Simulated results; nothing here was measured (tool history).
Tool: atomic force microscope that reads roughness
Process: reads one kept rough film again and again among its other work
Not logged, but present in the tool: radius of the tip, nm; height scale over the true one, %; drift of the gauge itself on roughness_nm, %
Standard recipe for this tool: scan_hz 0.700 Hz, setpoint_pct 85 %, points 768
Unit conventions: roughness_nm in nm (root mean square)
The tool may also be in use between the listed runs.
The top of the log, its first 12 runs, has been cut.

run	day	scan_hz	setpoint_pct	points	pictures with this tip	hours of work since the height scale was calibrated	roughness_nm
13	5.321	0.524	85	768	259	90	3.233
14	5.879	0.700	85	742	282	97	3.128
# day 5.954: new tip fitted
15	6.217	0.700	88	768	11	101	3.681
16	6.717	0.700	88	768	31	107	3.636
# day 6.808: height scale calibrated on a step standard
17	7.138	0.700	85	742	47	4	3.601
18	7.475	0.700	56	768	61	8	3.809
19	8.150	0.700	85	597	89	17	3.537
# day 8.329: height scale calibrated on a step standard, once more
20	8.596	0.700	85	597	106	3	3.503
21	8.896	0.700	85	597	119	7	3.456
22	9.412	0.700	85	597	140	13	3.428
23	10.088	0.700	85	768	168	22	3.374
24	10.367	0.700	85	768	180	25	3.363
25	10.988	0.732	85	768	206	33	3.285
26	11.375	0.732	85	768	222	38	3.281
27	11.821	3.260	76	500	241	43	2.832
28	12.296	3.260	76	500	261	49	2.798
29	12.779	1.774	85	768	281	55	2.855
# day 12.908: new tip fitted
30	13.438	1.127	61	560	22	63	3.807
31	13.846	0.700	66	730	39	68	3.809
32	14.233	0.700	66	730	55	73	3.754
33	14.621	0.700	70	507	72	78	3.686
34	14.992	0.683	56	768	87	83	3.739
35	15.271	0.683	58	768	99	86	3.744

What will run 36 give?
36	15.583	0.683	58	768	112	90	?

roughness_nm: 3.694 nm (root mean square)
Were there no unlogged condition in the tool, this run, its random variation unchanged, would have produced roughness_nm 3.973 nm (root mean square).
